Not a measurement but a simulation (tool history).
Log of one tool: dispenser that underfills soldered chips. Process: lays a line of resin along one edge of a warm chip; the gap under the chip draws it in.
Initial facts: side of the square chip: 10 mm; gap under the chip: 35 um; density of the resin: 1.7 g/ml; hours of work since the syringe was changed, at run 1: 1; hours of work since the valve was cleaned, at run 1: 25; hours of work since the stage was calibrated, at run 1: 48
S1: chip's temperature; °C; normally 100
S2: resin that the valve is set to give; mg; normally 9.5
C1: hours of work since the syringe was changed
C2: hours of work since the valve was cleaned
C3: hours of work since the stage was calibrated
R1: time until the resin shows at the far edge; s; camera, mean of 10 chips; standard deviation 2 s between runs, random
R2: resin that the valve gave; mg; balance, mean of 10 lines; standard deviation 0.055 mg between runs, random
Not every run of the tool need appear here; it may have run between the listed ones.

run	day	S1	S2	C1	C2	C3	R1	R2
1	0	100	9.5	1	25	48	208.2	9.4
2	0.2	107	9.5	4	28	51	189.3	9.29
# day 0.333: new syringe of resin
3	0.371	107	9.5	1	30	53	157.9	9.47
4	0.517	97	9.5	3	32	56	246.3	9.27
5	0.671	100	9.5	5	35	58	246.4	9.39
# day 0.746: new syringe of resin
6	0.883	100	9.5	2	38	61	215.3	9.29
7	0.992	100	9.5	4	39	62	229.1	9.36
# day 1.171: new syringe of resin
8	1.204	100	9.5	0	42	65	203.8	9.21
9	1.292	100	9.5	2	43	67	208.1	9.24
10	1.446	100	9.5	4	46	69	238.2	9.33
11	1.558	100	9.5	6	47	71	258.8	9.31
# day 1.588: new syringe of resin
12	1.771	100	9.5	3	50	74	227.6	9.23
13	1.971	100	9.5	6	53	77	257.6	9.21
# day 2.008: new syringe of resin
14	2.117	100	9.5	2	55	79	212.2	9.23
15	2.317	96	9.5	5	58	81	284.4	9.21
# day 2.425: new syringe of resin
16	2.429	98	9.5	0	60	83	216.8	9.15
17	2.629	86	9.5	3	63	86	378.8	9.22
18	2.75	86	9.5	5	64	88	410.4	9.26
# day 2.838: new syringe of resin
19	2.958	86	9.5	2	67	91	356.4	9.18
20	3.075	108	9.5	3	69	92	176.2	9.2
# day 3.258: new syringe of resin
21	3.275	103	8.38	0	72	95	186.2	8.11
# day 3.358: dispensing valve cleaned and set on the balance
22	3.508	106	9.18	3	2	98	183	9.15
23	3.658	106	9.18	5	4	100	207	9.12
# day 3.712: new syringe of resin
24	3.829	106	10.03	2	7	103	170.5	10.02
25	3.942	106	10.03	3	8	104	188.5	10.06
26	4.071	91	8.67	5	10	106	349.1	8.58
# day 4.133: new syringe of resin
27	4.196	91	8.67	1	12	108	286	8.6
28	4.325	99	11.52	3	14	110	227.3	11.41
# day 4.546: new syringe of resin
29	4.546	91	9.99	0	17	113	266.6	10
30	4.65	102	8.13	2	19	114	198.7	8.11
31	4.762	95	8.51	3	20	116	277.6	8.54
32	4.858	103	11.45	5	22	117	213.9	11.33
# day 4.967: new syringe of resin
33	5.042	100	11.86	1	24	120	198.7	11.83
34	5.204	100	11.86	4	27	122	225	11.74
35	5.342	95	9.59	6	29	124	299.2	9.58
# day 5.392: new syringe of resin
36	5.454	86	8.56	1	30	126	346.1	8.46

Forecast each of these 3 alternatives for the next run:
A	5.596	88	8.23	3	32	128	?	?
B	5.596	113	9.33	3	32	128	?	?
C	5.596	90	9.85	3	32	128	?	?

run	R1	R2
A	352.2	8.15
B	145.5	9.16
C	317.8	9.7
With no hidden state in the tool, these same runs would have given:
run	R1	R2
A	312.6	8.28
B	128.8	9.3
C	282.5	9.85
